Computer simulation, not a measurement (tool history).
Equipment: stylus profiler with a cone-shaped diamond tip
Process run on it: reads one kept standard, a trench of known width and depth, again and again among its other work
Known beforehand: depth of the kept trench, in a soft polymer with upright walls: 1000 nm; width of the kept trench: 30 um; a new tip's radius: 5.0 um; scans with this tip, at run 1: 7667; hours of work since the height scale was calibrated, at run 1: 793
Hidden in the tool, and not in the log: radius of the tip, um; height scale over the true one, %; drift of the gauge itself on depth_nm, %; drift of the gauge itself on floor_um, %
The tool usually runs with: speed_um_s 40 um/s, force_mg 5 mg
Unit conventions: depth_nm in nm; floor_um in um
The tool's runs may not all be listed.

| run | hour | speed_um_s | force_mg | scans with this tip | hours of work since the height scale was calibrated | depth_nm | floor_um |
|---|---|---|---|---|---|---|---|
| 1 | 0 | 40 | 5 | 7667 | 793 | 1008.53 | 22.42 |
| 2 | 80.7 | 40 | 5 | 8164 | 845 | 1008.21 | 22.38 |
| 3 | 166.2 | 40 | 5 | 8692 | 900 | 1007.91 | 22.23 |
| 4 | 222.4 | 40 | 5 | 9039 | 935 | 1007.64 | 22.18 |
| 5 | 273.7 | 117 | 5 | 9355 | 968 | 1007.66 | 21.92 |
| 6 | 345.7 | 117 | 7.59 | 9800 | 1014 | 1011.28 | 21.91 |
| 7 | 400.1 | 117 | 7.59 | 10136 | 1049 | 1010.95 | 21.85 |
| 8 | 455.1 | 117 | 7.59 | 10475 | 1084 | 1010.95 | 21.79 |
|  | 483.4 | height scale calibrated on a step standard |
| 9 | 554.9 | 117 | 7.59 | 11088 | 46 | 1014.56 | 21.66 |
| 10 | 644.8 | 117 | 7.59 | 11643 | 103 | 1014.16 | 21.58 |
| 11 | 697.1 | 105 | 10.28 | 11966 | 136 | 1017.65 | 21.58 |
| 12 | 784.5 | 22 | 7.12 | 12505 | 192 | 1013.07 | 21.66 |
| 13 | 841.6 | 35 | 8.85 | 12857 | 229 | 1015.59 | 21.55 |
| 14 | 930.7 | 109 | 3.55 | 13407 | 286 | 1007.91 | 21.15 |
| 15 | 986 | 15 | 6.55 | 13748 | 321 | 1012.28 | 21.47 |

Take each entry between the runs: how does the hidden state at the last listed run before it differ from the hidden state at the first listed run after it?
In the gap between runs 8 and 9: height scale calibrated on a step standard (hour 483.4)
  radius of the tip, um: 8.36 -> 8.57; height scale over the true one, %: -0.392 -> -0.027
  difference, measured minus the result without the unlogged condition, depth_nm: -3.98 -> -0.28 nm; floor_um: -1.93 -> -2.03 um

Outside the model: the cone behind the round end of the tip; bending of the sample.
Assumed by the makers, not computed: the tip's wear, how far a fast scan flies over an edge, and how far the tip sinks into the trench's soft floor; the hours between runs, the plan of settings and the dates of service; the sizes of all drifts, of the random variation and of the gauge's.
